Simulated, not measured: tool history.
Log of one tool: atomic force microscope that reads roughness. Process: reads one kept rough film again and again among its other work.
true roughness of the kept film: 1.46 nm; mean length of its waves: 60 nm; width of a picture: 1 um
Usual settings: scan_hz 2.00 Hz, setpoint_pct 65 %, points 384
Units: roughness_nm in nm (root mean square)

run   hour  scan_hz  setpoint_pct  points  roughness_nm
  1    0.0     2.00            65     384         1.382
  2   10.1     2.00            65     384         1.380
  3   15.5     2.00            65     384         1.381
  4   24.7     2.00            65     384         1.381
  5   33.5     2.00            65     384         1.377
  6   39.3     2.00            65     384         1.381
  7   47.9     2.00            65     384         1.379
  8   52.6     2.00            65     384         1.377
  9   61.3     2.00            65     384         1.375
 10   67.6     2.00            65     384         1.375
 11   76.9     2.00            59     384         1.386
 12   82.2     2.00            59     384         1.382
 13   93.0     2.00            65     384         1.364
 14  101.4     2.00            65     384         1.368
 15  109.6     0.76            56     537         1.399
 16  114.8     0.76            61     537         1.401
 17  123.5     3.41            66     699         1.342
     125.1  -- height scale calibrated on a step standard
 18  133.5     1.34            86     893         1.322
 19  139.7     1.34            79     893         1.345
 20  150.3     0.67            56     384         1.391
     160.4  -- height scale calibrated on a step standard, once more
 21  160.4     0.67            57     272         1.403
 22  167.6     0.72            57     272         1.402
 23  175.0     0.50            65     428         1.404
 24  181.2     2.41            65     793         1.363
 25  190.5     2.00            68     339         1.361

Each row is a separate what-if for the run after 25, all from the same tool condition, not one after another. Results?
  A  198.2     1.10            68     413             ?
  B  198.2     2.00            69     271             ?
  C  198.2     2.00            69     859             ?
  D  198.2     2.00            72     574             ?
  E  198.2     0.89            86     384             ?

run  roughness_nm
  A         1.386
  B         1.359
  C         1.364
  D         1.344
  E         1.355
With the hidden condition removed and each run's random variation left untouched, the same runs would have given:
run  roughness_nm
  A         1.411
  B         1.383
  C         1.389
  D         1.369
  E         1.379

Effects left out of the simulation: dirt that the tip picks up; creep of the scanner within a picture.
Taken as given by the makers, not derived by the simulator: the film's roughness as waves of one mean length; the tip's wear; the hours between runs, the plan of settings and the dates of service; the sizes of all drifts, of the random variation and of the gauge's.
